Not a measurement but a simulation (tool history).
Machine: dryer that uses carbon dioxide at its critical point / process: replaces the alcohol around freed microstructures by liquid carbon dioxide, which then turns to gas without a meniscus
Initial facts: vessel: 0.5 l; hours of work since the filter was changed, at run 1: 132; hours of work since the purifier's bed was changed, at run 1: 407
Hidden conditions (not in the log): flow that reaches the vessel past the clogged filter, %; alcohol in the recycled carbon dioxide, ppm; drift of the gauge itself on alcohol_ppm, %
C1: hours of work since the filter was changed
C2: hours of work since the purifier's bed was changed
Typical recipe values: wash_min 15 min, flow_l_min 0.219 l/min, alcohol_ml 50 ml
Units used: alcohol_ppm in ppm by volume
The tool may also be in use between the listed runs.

run 1 hour=0.0 | wash_min=15 flow_l_min=0.219 alcohol_ml=50 | C1=132 C2=407 | alcohol_ppm=375
run 2 hour=26.6 | wash_min=19 flow_l_min=0.219 alcohol_ml=50 | C1=144 C2=420 | alcohol_ppm=116
run 3 hour=41.1 | wash_min=19 flow_l_min=0.219 alcohol_ml=42 | C1=151 C2=426 | alcohol_ppm=110
run 4 hour=57.2 | wash_min=19 flow_l_min=0.219 alcohol_ml=42 | C1=159 C2=434 | alcohol_ppm=121
run 5 hour=83.9 | wash_min=19 flow_l_min=0.219 alcohol_ml=44 | C1=171 C2=446 | alcohol_ppm=116
run 6 hour=105.8 | wash_min=19 flow_l_min=0.219 alcohol_ml=44 | C1=182 C2=457 | alcohol_ppm=124
run 7 hour=131.1 | wash_min=19 flow_l_min=0.219 alcohol_ml=44 | C1=193 C2=469 | alcohol_ppm=127
-- hour=136.3 inlet filter changed
run 8 hour=148.7 | wash_min=19 flow_l_min=0.219 alcohol_ml=44 | C1=6 C2=476 | alcohol_ppm=96
run 9 hour=178.1 | wash_min=15 flow_l_min=0.219 alcohol_ml=50 | C1=20 C2=490 | alcohol_ppm=289
run 10 hour=205.4 | wash_min=15 flow_l_min=0.219 alcohol_ml=50 | C1=32 C2=503 | alcohol_ppm=303
run 11 hour=226.8 | wash_min=15 flow_l_min=0.362 alcohol_ml=50 | C1=42 C2=513 | alcohol_ppm=58
run 12 hour=258.6 | wash_min=15 flow_l_min=0.362 alcohol_ml=50 | C1=57 C2=528 | alcohol_ppm=60
run 13 hour=271.8 | wash_min=15 flow_l_min=0.362 alcohol_ml=50 | C1=64 C2=534 | alcohol_ppm=56
run 14 hour=302.6 | wash_min=16 flow_l_min=0.362 alcohol_ml=120 | C1=78 C2=548 | alcohol_ppm=63
run 15 hour=329.0 | wash_min=20 flow_l_min=0.173 alcohol_ml=39 | C1=90 C2=561 | alcohol_ppm=253
run 16 hour=351.9 | wash_min=16 flow_l_min=0.209 alcohol_ml=68 | C1=101 C2=572 | alcohol_ppm=453
run 17 hour=379.7 | wash_min=10 flow_l_min=0.163 alcohol_ml=55 | C1=114 C2=585 | alcohol_ppm=6780
run 18 hour=402.0 | wash_min=12 flow_l_min=0.295 alcohol_ml=35 | C1=125 C2=595 | alcohol_ppm=182
run 19 hour=424.9 | wash_min=12 flow_l_min=0.173 alcohol_ml=103 | C1=135 C2=606 | alcohol_ppm=6028
run 20 hour=437.7 | wash_min=23 flow_l_min=0.219 alcohol_ml=40 | C1=141 C2=612 | alcohol_ppm=80
run 21 hour=464.6 | wash_min=22 flow_l_min=0.219 alcohol_ml=69 | C1=154 C2=624 | alcohol_ppm=107
run 22 hour=496.0 | wash_min=22 flow_l_min=0.219 alcohol_ml=69 | C1=169 C2=639 | alcohol_ppm=113
run 23 hour=526.0 | wash_min=22 flow_l_min=0.219 alcohol_ml=69 | C1=183 C2=653 | alcohol_ppm=116

Run 24 comes next. What will it give?
-- hour=555.4 inlet filter changed
run 24 hour=558.0 | wash_min=22 flow_l_min=0.219 alcohol_ml=69 | C1=1 C2=668 | alcohol_ppm=?

alcohol_ppm: 80 ppm by volume
With no hidden state in the tool, this same run would have given alcohol_ppm 10 ppm by volume.
